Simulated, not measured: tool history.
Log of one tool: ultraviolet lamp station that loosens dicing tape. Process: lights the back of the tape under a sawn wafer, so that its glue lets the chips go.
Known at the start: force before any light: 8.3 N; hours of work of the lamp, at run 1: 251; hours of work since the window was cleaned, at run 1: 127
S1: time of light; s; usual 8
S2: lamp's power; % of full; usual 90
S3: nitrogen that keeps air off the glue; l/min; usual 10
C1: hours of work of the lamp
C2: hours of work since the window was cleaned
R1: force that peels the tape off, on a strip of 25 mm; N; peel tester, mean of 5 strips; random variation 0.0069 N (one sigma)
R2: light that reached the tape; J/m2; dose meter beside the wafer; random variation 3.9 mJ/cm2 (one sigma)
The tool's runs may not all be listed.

run    hour  S1  S2  S3    C1   C2     R1     R2
  1       0   8  90  10   251  127  0.242   6630
  2    63.4   8  90  10   283  159  0.242   6610
  3   132.6   8  90  10   318  194  0.232   6580
  4   187.4   8  99  10   346  222   0.21   7220
  5   266.1   8  99  10   386  261   0.21   7310
  6     321   8  99  10   413  289  0.213   7170
  7   381.7   8  90  10   444  320  0.246   6560
  8   435.2   8  90  10   471  347  0.239   6520
      447.5  -- window cleaned of glue's vapour
  9     483   8  90  10   495   18  0.235   6480
 10   547.9   8  90  10   528   51  0.237   6540
 11   611.1   8  90  10   560   83  0.242   6520
 12     659   8  90  10   584  107  0.231   6550
 13   699.2   8  90  10   604  127  0.243   6540
 14   753.1   8  90  10   632  155   0.25   6500
 15   804.8  16  90  10   658  181  0.138  12860
 16   882.4   8  77  10   697  220  0.328   5570
 17   926.5  10  90  10   719  242  0.178   8130
 18   983.7  10  90  10   748  271  0.176   8080
 19  1036.5   8  86  10   775  298  0.264   6170
 20  1073.2   8  86  10   794  317  0.256   6180
     1144.3  -- window cleaned of glue's vapour
 21  1145.2   8  86  10   830    0  0.257   6140
 22  1217.2   8  86  10   866   37  0.262   6150
 23  1272.7   6  63  10   894   65  0.964   3400
 24  1327.3   8  68   5   922   93  0.628   4840
 25  1374.5  12  79  12   946  116  0.158   8520
 26  1416.2   8  86   6   967  138  0.345   6080
       1468  -- gauge calibrated
 27  1469.3   8  94  10   994  164  0.217   6900
 28  1523.5   8  67  15  1021  192   0.38   4890
 29  1596.4  16  80  19  1058  229  0.142  11720
 30  1630.1   8  75   6  1075  246   0.44   5520
 31  1703.6   5  60   8  1112  283  1.492   2740
 32  1745.6   6  66  13  1133  304  0.752   3650
 33  1822.4   6  66  13  1172  343  0.776   3600
     1840.8  -- window cleaned of glue's vapour
 34  1862.4   8  70   5  1192   11  0.583   5090
 35  1905.3  16  90  17  1214   33  0.154  13160
       1937  -- lamp changed
 36  1938.1   9  90  18     1   49  0.179   7430
 37  2011.9   8  76  10    38   86  0.329   5530
 38  2085.8   8  97  18    75  123  0.192   7040
 39  2160.7   8  97  18   113  161  0.175   6990
 40  2235.6   8  97  18   151  199  0.183   6950
 41  2287.7   9  86   4   177  226  0.328   7000
 42  2354.4   9  86  17   211  259  0.178   6890

The next listed run, before its measurement:
 43  2407.9  10  80   4  238  286   ?   ?

{"run 43": {"R1": 0.313, "R2": 7270}}
Without the tool's hidden state the same run would have given R1 0.312 N, R2 7430 J/m2.

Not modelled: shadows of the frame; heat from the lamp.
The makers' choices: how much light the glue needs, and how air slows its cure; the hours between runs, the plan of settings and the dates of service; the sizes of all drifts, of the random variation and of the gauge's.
